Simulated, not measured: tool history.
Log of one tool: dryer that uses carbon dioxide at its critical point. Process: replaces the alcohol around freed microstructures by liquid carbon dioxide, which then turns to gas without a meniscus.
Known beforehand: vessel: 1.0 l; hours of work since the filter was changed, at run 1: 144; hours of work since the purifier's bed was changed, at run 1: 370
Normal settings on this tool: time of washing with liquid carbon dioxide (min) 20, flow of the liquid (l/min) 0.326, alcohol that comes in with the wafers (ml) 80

run,day,time of washing with liquid carbon dioxide (min),flow of the liquid (l/min),alcohol that comes in with the wafers (ml),hours of work since the filter was changed,hours of work since the purifier's bed was changed,alcohol left in the vessel before it's heated (ppm by volume)
1,0,20,0.326,80,144,370,846
# day 0.888: inlet filter changed
2,0.888,20,0.326,80,0,381,466
3,1.342,20,0.326,80,6,386,473
4,1.767,20,0.326,80,11,392,480
5,2.179,14,0.326,80,16,397,2237
6,2.617,20,0.326,80,22,402,497
7,3.392,20,0.326,80,31,412,522
8,3.85,20,0.326,80,37,418,554
9,4.579,20,0.326,80,46,427,574
10,5.321,20,0.326,80,55,436,592
11,5.725,20,0.326,32,60,441,254
12,6.571,20,0.326,36,71,451,304
13,6.933,20,0.326,36,75,456,307
14,7.492,23,0.201,36,82,463,1358
15,7.983,19,0.401,43,88,469,170
16,8.533,19,0.401,43,95,476,179
17,8.958,19,0.401,43,101,481,179
18,9.671,19,0.401,43,109,490,195
19,10.267,19,0.401,43,117,498,213
20,10.938,19,0.401,43,125,506,217

Run 21 has not been measured yet. What should we expect?
21,11.396,19,0.401,43,131,512,?

Run 21 measured alcohol left in the vessel before it's heated (ppm by volume) 222.
On a tool with no hidden condition, and with the same random variation, this run would have come out at alcohol left in the vessel before it's heated (ppm by volume) 97.

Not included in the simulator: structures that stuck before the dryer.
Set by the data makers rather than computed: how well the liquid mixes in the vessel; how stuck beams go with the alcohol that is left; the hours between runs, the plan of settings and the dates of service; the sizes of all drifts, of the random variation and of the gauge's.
